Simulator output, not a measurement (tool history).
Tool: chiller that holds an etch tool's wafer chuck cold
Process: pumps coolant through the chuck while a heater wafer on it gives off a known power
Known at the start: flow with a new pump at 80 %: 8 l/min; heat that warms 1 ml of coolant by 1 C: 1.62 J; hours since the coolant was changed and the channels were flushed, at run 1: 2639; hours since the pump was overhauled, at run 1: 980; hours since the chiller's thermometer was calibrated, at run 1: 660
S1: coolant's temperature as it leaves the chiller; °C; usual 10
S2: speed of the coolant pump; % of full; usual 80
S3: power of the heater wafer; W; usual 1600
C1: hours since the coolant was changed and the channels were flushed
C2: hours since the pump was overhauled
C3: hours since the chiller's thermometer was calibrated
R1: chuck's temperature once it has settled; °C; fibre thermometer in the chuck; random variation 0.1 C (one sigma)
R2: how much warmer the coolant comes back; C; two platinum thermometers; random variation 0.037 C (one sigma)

Run 1, day 0: usual settings; C1 2639; C2 980; C3 660. Result: R1 25.5 °C, R2 7.47 C.
Run 2, day 2.612: usual settings; C1 2702; C2 1043; C3 723. Result: R1 25.4 °C, R2 7.56 C.
Run 3, day 4.812: usual settings; C1 2755; C2 1095; C3 776. Result: R1 25.6 °C, R2 7.52 C.
Run 4, day 6.454: usual settings; C1 2794; C2 1135; C3 815. Result: R1 25.4 °C, R2 7.52 C.
Run 5, day 9.412: usual settings; C1 2865; C2 1206; C3 886. Result: R1 25.4 °C, R2 7.51 C.
Run 6, day 11.288: usual settings; C1 2910; C2 1251; C3 931. Result: R1 25.6 °C, R2 7.59 C.
Run 7, day 14.196: usual settings; C1 2980; C2 1321; C3 1001. Result: R1 25.5 °C, R2 7.52 C.
Run 8, day 16.35: usual settings; C1 3032; C2 1372; C3 1053. Result: R1 25.7 °C, R2 7.51 C.
Run 9, day 17.575: usual settings but S2 63 % of full; C1 3061; C2 1402; C3 1082. Result: R1 29.7 °C, R2 9.75 C.
Run 10, day 20.558: usual settings but S1 5 °C; C1 3133; C2 1473; C3 1154. Result: R1 20.5 °C, R2 7.49 C.
Run 11, day 22.279: usual settings but S1 19 °C; C1 3174; C2 1515; C3 1195. Result: R1 34.7 °C, R2 7.56 C.
Run 12, day 23.771: usual settings; C1 3210; C2 1550; C3 1231. Result: R1 25.6 °C, R2 7.57 C.
Run 13, day 25.642: usual settings; C1 3255; C2 1595; C3 1276. Result: R1 25.7 °C, R2 7.57 C.
Run 14, day 27.229: usual settings but S1 14 °C; C1 3293; C2 1633; C3 1314. Result: R1 29.7 °C, R2 7.58 C.
Run 15, day 28.633: usual settings but S1 14 °C; C1 3326; C2 1667; C3 1348. Result: R1 29.6 °C, R2 7.59 C.
Run 16, day 30.346: usual settings but S1 14 °C; C1 3368; C2 1708; C3 1389. Result: R1 29.7 °C, R2 7.61 C.
Run 17, day 32.229: usual settings but S1 14 °C; C1 3413; C2 1753; C3 1434. Result: R1 29.7 °C, R2 7.58 C.
Run 18, day 33.675: usual settings but S1 5 °C, S2 81 % of full, S3 2069 W; C1 3447; C2 1788; C3 1469. Result: R1 25.3 °C, R2 9.62 C.
Run 19, day 35.367: usual settings but S1 5 °C, S2 81 % of full, S3 2069 W; C1 3488; C2 1829; C3 1509. Result: R1 25.1 °C, R2 9.63 C.
Run 20, day 37.117: usual settings but S1 5 °C, S2 81 % of full, S3 1969 W; C1 3530; C2 1871; C3 1551. Result: R1 24.1 °C, R2 9.21 C.
Run 21, day 38.462: usual settings but S1 5 °C, S2 65 % of full, S3 1047 W; C1 3562; C2 1903; C3 1583. Result: R1 17.5 °C, R2 6.25 C.
Run 22, day 41.092: usual settings but S1 19 °C, S2 79 % of full, S3 2291 W; C1 3625; C2 1966; C3 1647. Result: R1 41.8 °C, R2 11.05 C.
Run 23, day 44.133: usual settings but S1 6 °C, S2 84 % of full, S3 1042 W; C1 3698; C2 2039; C3 1720. Result: R1 15.6 °C, R2 4.77 C.
Run 24, day 47.171: usual settings but S1 15 °C, S2 95 % of full, S3 1013 W; C1 3771; C2 2112; C3 1793. Result: R1 23.3 °C, R2 3.98 C.
Run 25, day 49.238: usual settings but S1 15 °C, S2 95 % of full, S3 1013 W; C1 3821; C2 2161; C3 1842. Result: R1 23.2 °C, R2 4.04 C.
Run 26, day 52.012: usual settings but S3 1929 W; C1 3888; C2 2228; C3 1909. Result: R1 29.1 °C, R2 9.12 C.
Run 27, day 54.254: usual settings but S1 2 °C, S2 98 % of full, S3 1929 W; C1 3941; C2 2282; C3 1962. Result: R1 17.6 °C, R2 7.38 C.
Run 28, day 56.742: usual settings but S1 9 °C; C1 4001; C2 2342; C3 2022. Result: R1 24.7 °C, R2 7.79 C.
Run 29, day 59.462: usual settings but S1 9 °C, S2 64 % of full, S3 1194 W; C1 4066; C2 2407; C3 2087. Result: R1 23.5 °C, R2 7.32 C.
Run 30, day 61.733: usual settings but S3 1809 W; C1 4121; C2 2461; C3 2142. Result: R1 27.8 °C, R2 8.59 C.
Run 31, day 64.683: usual settings but S3 1809 W; C1 4192; C2 2532; C3 2213. Result: R1 28 °C, R2 8.66 C.

Forecast each of these 5 alternatives for the next run:
Run A, day 67.183: usual settings but S1 3 °C; C1 4252; C2 2592; C3 2273. Result: R1 ?, R2 ?.
Run B, day 67.183: usual settings but S1 1 °C, S2 62 % of full, S3 1184 W; C1 4252; C2 2592; C3 2273. Result: R1 ?, R2 ?.
Run C, day 67.183: usual settings but S1 19 °C, S3 1156 W; C1 4252; C2 2592; C3 2273. Result: R1 ?, R2 ?.
Run D, day 67.183: usual settings but S3 877 W; C1 4252; C2 2592; C3 2273. Result: R1 ?, R2 ?.
Run E, day 67.183: usual settings but S2 83 % of full, S3 1278 W; C1 4252; C2 2592; C3 2273. Result: R1 ?, R2 ?.

run    R1    R2
  A    19  7.64
  B  16.1  7.51
  C  30.4   5.5
  D  18.5  4.12
  E  22.2   5.8
Without the tool's hidden state the same runs would have given:
run    R1    R2
  A  17.6  7.39
  B  14.8  7.27
  C  29.5  5.32
  D  17.9  3.98
  E  21.2  5.61

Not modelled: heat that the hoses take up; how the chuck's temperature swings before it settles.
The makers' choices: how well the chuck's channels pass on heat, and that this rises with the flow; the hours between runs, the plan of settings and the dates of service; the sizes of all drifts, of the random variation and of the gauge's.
